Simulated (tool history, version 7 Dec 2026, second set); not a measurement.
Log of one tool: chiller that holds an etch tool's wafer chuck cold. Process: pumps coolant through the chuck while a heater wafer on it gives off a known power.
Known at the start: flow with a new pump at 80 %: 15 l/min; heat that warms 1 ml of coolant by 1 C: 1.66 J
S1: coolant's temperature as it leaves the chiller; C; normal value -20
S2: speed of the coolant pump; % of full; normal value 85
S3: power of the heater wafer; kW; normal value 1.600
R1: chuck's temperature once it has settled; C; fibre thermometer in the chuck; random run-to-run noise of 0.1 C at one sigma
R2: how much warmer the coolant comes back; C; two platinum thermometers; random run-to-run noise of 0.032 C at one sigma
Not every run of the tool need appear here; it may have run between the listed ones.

run,hour,S1,S2,S3,R1,R2
1,0.0,-20,85,1.600,0.0,3.69
2,70.8,-20,85,1.600,0.1,3.72
3,108.7,-20,85,1.600,0.0,3.69
4,151.2,-20,85,1.600,0.2,3.70
5,219.7,-20,85,1.600,0.3,3.74
6,282.4,-20,84,1.600,0.2,3.75
7,326.2,-20,84,1.600,0.4,3.78
8,388.2,-20,84,1.600,0.4,3.74
9,460.5,-20,85,1.600,0.3,3.72
10,535.1,-20,85,1.600,0.3,3.71
11,569.3,-20,64,1.600,5.1,4.93
12,612.0,-20,64,1.600,5.2,4.96
13,658.6,-20,64,1.600,5.1,4.96
14,695.1,-20,85,2.302,9.6,5.38
15,751.4,-20,85,2.302,9.4,5.37
16,828.7,-20,85,2.302,9.6,5.27
17,879.5,-20,85,2.302,9.6,5.37
18,940.5,-25,83,1.600,-4.1,3.81
19,977.7,-24,85,0.936,-11.9,2.18
20,1052.9,-13,73,1.659,11.1,4.52
21,1084.6,-13,99,1.659,6.4,3.37
22,1158.4,-23,85,1.600,-2.2,3.73
# hour 1168.4: coolant pump overhauled
23,1202.5,-19,66,1.032,-2.8,3.11
24,1235.2,-15,65,0.991,0.9,3.09
25,1269.2,-11,79,0.810,0.3,2.10
26,1328.6,-20,85,1.065,-6.0,2.59
27,1379.9,-20,64,1.600,5.9,5.01
28,1420.3,-20,64,1.600,6.1,5.07
29,1478.4,-14,91,0.881,-3.1,1.97
30,1542.7,-14,91,0.881,-2.9,1.98
31,1601.7,-27,87,0.898,-15.4,2.02

Measured less the same run without the tool's hidden state. The same run-to-run variation is in both; the gauge's scatter may not be:
What the log doesn't record here: heat passed by the chuck's channels, % of clean ones'; flow at a given pump speed, % of a new pump's; coolant's true temperature over the reading, C; drift of the gauge itself on chuck_c, C; drift of the gauge itself on warmer_back_c, C.
run,R1,R2
1,+1.4,+0.04
2,+1.5,+0.04
3,+1.5,+0.05
4,+1.5,+0.05
5,+1.6,+0.06
6,+1.6,+0.06
7,+1.6,+0.06
8,+1.6,+0.07
9,+1.7,+0.07
10,+1.8,+0.07
11,+2.2,+0.10
12,+2.3,+0.10
13,+2.2,+0.11
14,+2.8,+0.12
15,+2.8,+0.13
16,+2.8,+0.13
17,+2.9,+0.13
18,+2.0,+0.10
19,+1.2,+0.06
20,+2.4,+0.13
21,+2.0,+0.10
22,+2.2,+0.11
23,+1.8,+0.12
24,+1.8,+0.12
25,+1.2,+0.08
26,+1.6,+0.10
27,+3.1,+0.21
28,+3.1,+0.22
29,+1.2,+0.09
30,+1.3,+0.08
31,+1.4,+0.09
